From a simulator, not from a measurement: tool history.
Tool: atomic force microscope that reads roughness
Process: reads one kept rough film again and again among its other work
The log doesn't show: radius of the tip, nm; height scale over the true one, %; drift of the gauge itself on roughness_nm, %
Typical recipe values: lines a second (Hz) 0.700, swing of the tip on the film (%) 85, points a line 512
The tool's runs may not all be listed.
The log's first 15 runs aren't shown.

| run | hour | lines a second (Hz) | swing of the tip on the film (%) | points a line | pictures with this tip | hours of work since the height scale was calibrated | roughness of the kept film (nm (root mean square)) |
|---|---|---|---|---|---|---|---|
|  | 288.6 | new tip fitted |
| 16 | 300.0 | 0.700 | 64 | 512 | 26 | 904 | 2.933 |
| 17 | 325.2 | 3.293 | 59 | 303 | 82 | 922 | 2.627 |
| 18 | 350.4 | 1.025 | 83 | 342 | 139 | 939 | 2.448 |
| 19 | 372.0 | 2.217 | 79 | 487 | 187 | 954 | 2.159 |
| 20 | 387.0 | 2.389 | 79 | 460 | 221 | 964 | 2.105 |
| 21 | 412.5 | 0.650 | 89 | 512 | 278 | 982 | 2.295 |
|  | 432.2 | new tip fitted |
| 22 | 435.0 | 0.650 | 89 | 512 | 7 | 997 | 2.764 |
| 23 | 460.5 | 0.650 | 89 | 512 | 64 | 1015 | 2.665 |
| 24 | 484.9 | 3.865 | 65 | 711 | 119 | 1032 | 2.357 |
| 25 | 498.4 | 3.865 | 65 | 711 | 149 | 1041 | 2.333 |
| 26 | 518.4 | 1.001 | 85 | 758 | 194 | 1055 | 2.367 |
| 27 | 541.7 | 1.001 | 85 | 758 | 246 | 1071 | 2.249 |
| 28 | 558.7 | 0.904 | 74 | 453 | 285 | 1083 | 2.377 |
|  | 577.0 | new tip fitted |
| 29 | 580.7 | 0.960 | 63 | 656 | 8 | 1098 | 2.964 |
| 30 | 592.3 | 0.960 | 83 | 656 | 34 | 1106 | 2.675 |
| 31 | 609.1 | 0.960 | 83 | 656 | 72 | 1117 | 2.601 |
| 32 | 634.2 | 3.258 | 71 | 512 | 128 | 1135 | 2.280 |

3 ways to go on from here, each from the tool as it stands after run 32. What would each give?
| A | 647.0 | 2.497 | 85 | 512 | 157 | 1144 | ? |
| B | 647.0 | 0.574 | 71 | 512 | 157 | 1144 | ? |
| C | 647.0 | 0.924 | 61 | 431 | 157 | 1144 | ? |

| run | roughness of the kept film (nm (root mean square)) |
|---|---|
| A | 2.018 |
| B | 2.657 |
| C | 2.647 |
Stripped of hidden state, with their random variation kept, the same runs would have yielded:
| run | roughness of the kept film (nm (root mean square)) |
|---|---|
| A | 2.321 |
| B | 3.055 |
| C | 3.044 |
